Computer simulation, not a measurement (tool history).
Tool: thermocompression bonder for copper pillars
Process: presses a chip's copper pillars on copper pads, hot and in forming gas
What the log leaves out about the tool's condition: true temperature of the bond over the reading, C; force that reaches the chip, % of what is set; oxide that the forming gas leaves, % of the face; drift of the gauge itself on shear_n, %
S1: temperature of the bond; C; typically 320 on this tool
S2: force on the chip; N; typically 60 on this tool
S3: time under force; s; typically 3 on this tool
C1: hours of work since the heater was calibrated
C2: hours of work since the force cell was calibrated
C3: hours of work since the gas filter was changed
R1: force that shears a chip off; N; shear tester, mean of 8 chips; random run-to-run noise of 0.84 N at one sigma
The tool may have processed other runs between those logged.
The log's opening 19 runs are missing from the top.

run	hour	S1	S2	S3	C1	C2	C3	R1
20	788.6	291	41	3	141	121	81	35
21	836.1	291	41	3	170	150	109	34.5
# hour 876.2: forming gas filter changed
22	881.3	291	41	3	197	177	3	37
23	927	340	60	4	225	205	31	91.8
24	982.3	341	67	3	259	238	65	89
25	1020.1	341	67	7	282	261	88	105.8
26	1059.3	329	66	3	306	285	111	76.1
# hour 1096.4: forming gas filter changed
27	1120.9	294	42	3	343	323	15	41.3
28	1176.6	324	69	3	377	356	49	77.7
29	1235.1	320	38	5	412	392	84	63.8
30	1296.2	311	60	3	450	429	122	60.3
# hour 1316.7: forming gas filter changed
31	1329.6	294	43	3	470	449	8	43.5
32	1383.8	299	43	2	503	482	41	37.4
33	1429.1	344	64	2	530	510	68	80.4
34	1489	320	49	4	567	546	105	67.6
# hour 1538.3: forming gas filter changed
35	1538.3	320	60	5	596	576	0	88.7
36	1571	320	60	5	616	596	20	88
37	1606.6	320	38	5	638	618	42	67.1

What will run 38 give?
38	1643.7	320	38	5	661	640	64	?

Run 38 gave R1 65.8 N.
Without the tool's hidden state the same run would have given R1 60.4 N.
